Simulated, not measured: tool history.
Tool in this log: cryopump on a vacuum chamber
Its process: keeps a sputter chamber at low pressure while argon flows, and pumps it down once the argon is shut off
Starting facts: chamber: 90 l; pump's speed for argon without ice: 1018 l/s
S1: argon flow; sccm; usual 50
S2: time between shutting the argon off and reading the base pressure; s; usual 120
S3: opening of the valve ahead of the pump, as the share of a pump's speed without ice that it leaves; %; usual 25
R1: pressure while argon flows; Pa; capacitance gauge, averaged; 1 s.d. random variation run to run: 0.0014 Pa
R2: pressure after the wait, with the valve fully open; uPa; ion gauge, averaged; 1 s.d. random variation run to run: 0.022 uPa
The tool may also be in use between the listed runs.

run 1 hour=0.0 | S1=50 S2=120 S3=25 | R1=0.3406 R2=4.47
run 2 hour=36.6 | S1=50 S2=120 S3=18 | R1=0.4695 R2=4.34
run 3 hour=70.7 | S1=50 S2=120 S3=18 | R1=0.4752 R2=4.53
-- hour=84.5 leaking fittings of the chamber tightened, without venting
run 4 hour=100.1 | S1=50 S2=120 S3=25 | R1=0.3430 R2=0.73
run 5 hour=135.1 | S1=50 S2=120 S3=18 | R1=0.4750 R2=0.84
run 6 hour=161.1 | S1=50 S2=120 S3=34 | R1=0.2552 R2=0.85
run 7 hour=203.7 | S1=50 S2=120 S3=25 | R1=0.3453 R2=0.89
run 8 hour=252.8 | S1=50 S2=120 S3=25 | R1=0.3475 R2=0.93
run 9 hour=284.7 | S1=50 S2=120 S3=25 | R1=0.3454 R2=0.99
run 10 hour=307.9 | S1=50 S2=151 S3=25 | R1=0.3423 R2=1.00
run 11 hour=334.3 | S1=50 S2=151 S3=25 | R1=0.3431 R2=1.00
run 12 hour=355.5 | S1=50 S2=151 S3=25 | R1=0.3483 R2=1.04
run 13 hour=402.5 | S1=50 S2=120 S3=25 | R1=0.3449 R2=1.23
run 14 hour=454.3 | S1=50 S2=120 S3=42 | R1=0.2134 R2=1.29
run 15 hour=490.2 | S1=50 S2=44 S3=39 | R1=0.2294 R2=1.96
run 16 hour=533.1 | S1=50 S2=44 S3=39 | R1=0.2278 R2=2.01
run 17 hour=569.3 | S1=50 S2=91 S3=47 | R1=0.1951 R2=1.54
run 18 hour=606.5 | S1=51 S2=122 S3=47 | R1=0.1986 R2=1.52
run 19 hour=633.1 | S1=46 S2=120 S3=25 | R1=0.3244 R2=1.51
-- hour=650.8 pump warmed up, emptied and cooled again
run 20 hour=681.1 | S1=46 S2=120 S3=25 | R1=0.3063 R2=1.42
run 21 hour=718.1 | S1=46 S2=120 S3=25 | R1=0.3073 R2=1.48
run 22 hour=743.8 | S1=46 S2=120 S3=25 | R1=0.3065 R2=1.48
run 23 hour=795.7 | S1=78 S2=120 S3=25 | R1=0.5238 R2=1.57
run 24 hour=821.7 | S1=50 S2=69 S3=55 | R1=0.1564 R2=1.87
run 25 hour=871.4 | S1=50 S2=69 S3=55 | R1=0.1561 R2=1.97
run 26 hour=911.6 | S1=50 S2=120 S3=17 | R1=0.4932 R2=1.81
run 27 hour=939.9 | S1=36 S2=120 S3=43 | R1=0.1428 R2=1.75

For each run, the measured value with the value that run would have given without the tool's hidden condition subtracted. The run-to-run variation is shared by both, the gauge scatter possibly not:
The hidden state here: pump's speed, % of a pump's without ice; cold plate's temperature, K; leak into the chamber, uPa l/s; drift of the gauge itself on working_pa, %; drift of the gauge itself on base_upa, %.
run=1 R1=+0.0087 R2=+3.83
run=2 R1=+0.0093 R2=+3.74
run=3 R1=+0.0099 R2=+3.92
run=4 R1=+0.0102 R2=+0.10
run=5 R1=+0.0108 R2=+0.15
run=6 R1=+0.0111 R2=+0.18
run=7 R1=+0.0119 R2=+0.25
run=8 R1=+0.0126 R2=+0.31
run=9 R1=+0.0130 R2=+0.37
run=10 R1=+0.0132 R2=+0.42
run=11 R1=+0.0137 R2=+0.44
run=12 R1=+0.0142 R2=+0.48
run=13 R1=+0.0148 R2=+0.56
run=14 R1=+0.0157 R2=+0.63
run=15 R1=+0.0163 R2=+0.70
run=16 R1=+0.0169 R2=+0.78
run=17 R1=+0.0176 R2=+0.81
run=18 R1=+0.0186 R2=+0.90
run=19 R1=+0.0172 R2=+0.92
run=20 R1=+0.0020 R2=+0.79
run=21 R1=+0.0024 R2=+0.84
run=22 R1=+0.0027 R2=+0.87
run=23 R1=+0.0057 R2=+0.95
run=24 R1=+0.0040 R2=+0.99
run=25 R1=+0.0046 R2=+1.06
run=26 R1=+0.0051 R2=+1.15
run=27 R1=+0.0039 R2=+1.14
